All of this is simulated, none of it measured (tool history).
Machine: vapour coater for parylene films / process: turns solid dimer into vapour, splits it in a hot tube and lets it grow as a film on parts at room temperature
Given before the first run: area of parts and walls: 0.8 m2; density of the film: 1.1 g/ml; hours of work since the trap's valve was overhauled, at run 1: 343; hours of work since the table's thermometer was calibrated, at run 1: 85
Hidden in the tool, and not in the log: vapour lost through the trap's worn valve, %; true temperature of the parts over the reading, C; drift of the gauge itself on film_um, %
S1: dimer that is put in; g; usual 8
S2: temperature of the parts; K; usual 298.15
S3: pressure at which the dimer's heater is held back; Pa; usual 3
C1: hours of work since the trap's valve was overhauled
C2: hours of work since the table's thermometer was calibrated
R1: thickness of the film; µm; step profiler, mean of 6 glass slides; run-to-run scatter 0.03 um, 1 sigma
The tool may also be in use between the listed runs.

| run | hour | S1 | S2 | S3 | C1 | C2 | R1 |
|---|---|---|---|---|---|---|---|
| 1 | 0 | 8 | 298.15 | 3 | 343 | 85 | 6.01 |
| 2 | 18.1 | 8 | 298.15 | 3 | 351 | 93 | 6.01 |
| 3 | 33 | 14 | 298.15 | 3 | 358 | 100 | 10.47 |
| 4 | 45.1 | 14 | 298.15 | 3 | 363 | 105 | 10.46 |
| 5 | 61 | 10 | 298.15 | 3 | 370 | 112 | 7.41 |
| 6 | 77.6 | 10 | 298.15 | 3 | 378 | 120 | 7.38 |
| 7 | 91 | 6 | 298.15 | 3 | 384 | 126 | 4.44 |
| 8 | 101.9 | 8 | 298.15 | 3 | 389 | 131 | 5.92 |
| 9 | 120 | 8 | 298.15 | 2.39 | 397 | 139 | 6.08 |
| 10 | 136.3 | 8 | 298.15 | 2.39 | 404 | 146 | 6.07 |
| 11 | 146.7 | 8 | 302.15 | 4.22 | 409 | 151 | 5.01 |
| 12 | 166.9 | 13 | 297.15 | 4.22 | 418 | 160 | 9.38 |
| 13 | 185.3 | 13 | 301.15 | 3.98 | 426 | 169 | 8.53 |
| 14 | 194.5 | 7 | 307.15 | 5.05 | 430 | 173 | 3.76 |
| 15 | 209.5 | 7 | 307.15 | 7.87 | 437 | 180 | 3.55 |
| 16 | 221.4 | 4 | 298.15 | 2.57 | 443 | 185 | 3 |
| 17 | 241.1 | 10 | 299.15 | 2.41 | 452 | 194 | 7.39 |
| 18 | 263.3 | 6 | 298.15 | 2.64 | 462 | 204 | 4.43 |
| 19 | 275.7 | 6 | 295.15 | 11.96 | 467 | 209 | 4.02 |

Each row is a separate what-if for the run after 19, all from the same tool condition, not one after another. Results?
| A | 295.3 | 10 | 295.15 | 6.14 | 476 | 218 | ? |
| B | 295.3 | 6 | 291.15 | 5.56 | 476 | 218 | ? |
| C | 295.3 | 4 | 304.15 | 2.13 | 476 | 218 | ? |
| D | 295.3 | 11 | 307.15 | 3 | 476 | 218 | ? |
| E | 295.3 | 8 | 296.15 | 2.86 | 476 | 218 | ? |

| run | R1 |
|---|---|
| A | 7.17 |
| B | 4.91 |
| C | 2.58 |
| D | 6.23 |
| E | 6.22 |
What these runs would have given with no unlogged condition in the tool:
| run | R1 |
|---|---|
| A | 7.84 |
| B | 5.37 |
| C | 2.81 |
| D | 6.8 |
| E | 6.8 |

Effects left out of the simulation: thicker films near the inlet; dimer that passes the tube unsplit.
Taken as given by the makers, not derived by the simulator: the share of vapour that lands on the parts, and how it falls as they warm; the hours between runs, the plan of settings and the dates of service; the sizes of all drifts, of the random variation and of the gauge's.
